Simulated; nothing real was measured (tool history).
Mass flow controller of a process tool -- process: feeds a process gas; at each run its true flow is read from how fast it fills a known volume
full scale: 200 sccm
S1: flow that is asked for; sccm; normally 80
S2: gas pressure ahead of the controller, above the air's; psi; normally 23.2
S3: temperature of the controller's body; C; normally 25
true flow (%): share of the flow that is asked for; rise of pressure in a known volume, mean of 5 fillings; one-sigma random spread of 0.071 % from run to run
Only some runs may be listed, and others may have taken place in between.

{"run": 1, "hour": 0.0, "S1": 80, "S2": 23.2, "S3": 25, "true flow (%)": 99.56}
{"run": 2, "hour": 56.4, "S1": 80, "S2": 23.2, "S3": 33, "true flow (%)": 99.18}
{"run": 3, "hour": 136.1, "S1": 80, "S2": 23.2, "S3": 33, "true flow (%)": 99.15}
{"run": 4, "hour": 212.4, "S1": 80, "S2": 23.2, "S3": 26, "true flow (%)": 99.58}
{"run": 5, "hour": 300.6, "S1": 80, "S2": 23.2, "S3": 26, "true flow (%)": 99.53}
{"run": 6, "hour": 358.5, "S1": 132, "S2": 23.2, "S3": 25, "true flow (%)": 99.69}
{"run": 7, "hour": 411.3, "S1": 36, "S2": 34.1, "S3": 35, "true flow (%)": 99.46}
{"run": 8, "hour": 505.1, "S1": 36, "S2": 34.1, "S3": 35, "true flow (%)": 99.54}
{"run": 9, "hour": 545.6, "S1": 36, "S2": 23.9, "S3": 35, "true flow (%)": 99.12}

Run 10 comes next. What will it give?
{"run": 10, "hour": 641.3, "S1": 28, "S2": 28.3, "S3": 27, "true flow (%)": "?"}

true flow (%): 99.58
Were there no unlogged condition in the tool, this run, its random variation unchanged, would have produced true flow (%) 99.60.

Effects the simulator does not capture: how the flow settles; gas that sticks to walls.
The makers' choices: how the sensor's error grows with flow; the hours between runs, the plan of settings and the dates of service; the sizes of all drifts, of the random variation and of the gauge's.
